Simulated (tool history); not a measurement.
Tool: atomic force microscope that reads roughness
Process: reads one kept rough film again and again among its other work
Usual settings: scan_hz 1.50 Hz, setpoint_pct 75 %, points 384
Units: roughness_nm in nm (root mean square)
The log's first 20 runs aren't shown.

run     day  scan_hz  setpoint_pct  points  roughness_nm
 21  48.483     3.70            73     384         2.401
     49.021  -- new tip fitted
     49.825  -- height scale calibrated on a step standard, once more
 22  50.846     1.39            75     575         3.241
 23  53.254     1.39            75     575         2.990
     55.129  -- new tip fitted
 24  56.354     1.39            75     575         3.346
 25  58.875     1.39            75     575         3.011
     61.133  -- new tip fitted
 26  61.692     3.82            75     384         2.923
 27  65.000     2.60            75     384         2.727
     67.121  -- new tip fitted
 28  67.754     0.51            76     384         3.544
 29  70.104     1.41            75     384         3.076
 30  72.800     1.41            75     384         2.813
     73.188  -- new tip fitted
 31  74.958     1.52            75     384         3.160
 32  78.275     0.93            85     384         2.834
     79.271  -- new tip fitted
 33  79.942     0.54            85     320         3.411
 34  83.296     2.53            79     360         2.668
     85.258  -- new tip fitted
 35  86.000     2.53            79     360         2.960
 36  88.188     1.35            90     384         2.759
 37  90.700     0.78            78     425         2.807

5 ways to go on from here, each from the tool as it stands after run 37. What would each give?
     91.258  -- new tip fitted
  A  93.696     0.57            78     641             ?
     91.258  -- new tip fitted
  B  93.696     1.03            75     679             ?
     91.258  -- new tip fitted
  C  93.696     1.37            63     917             ?
     91.258  -- new tip fitted
  D  93.696     1.17            60     371             ?
     91.258  -- new tip fitted
  E  93.696     0.78            85     425             ?

run  roughness_nm
  A         3.328
  B         3.237
  C         3.327
  D         3.326
  E         3.174
Without the tool's hidden state the same runs would have given:
run  roughness_nm
  A         3.684
  B         3.584
  C         3.683
  D         3.682
  E         3.513
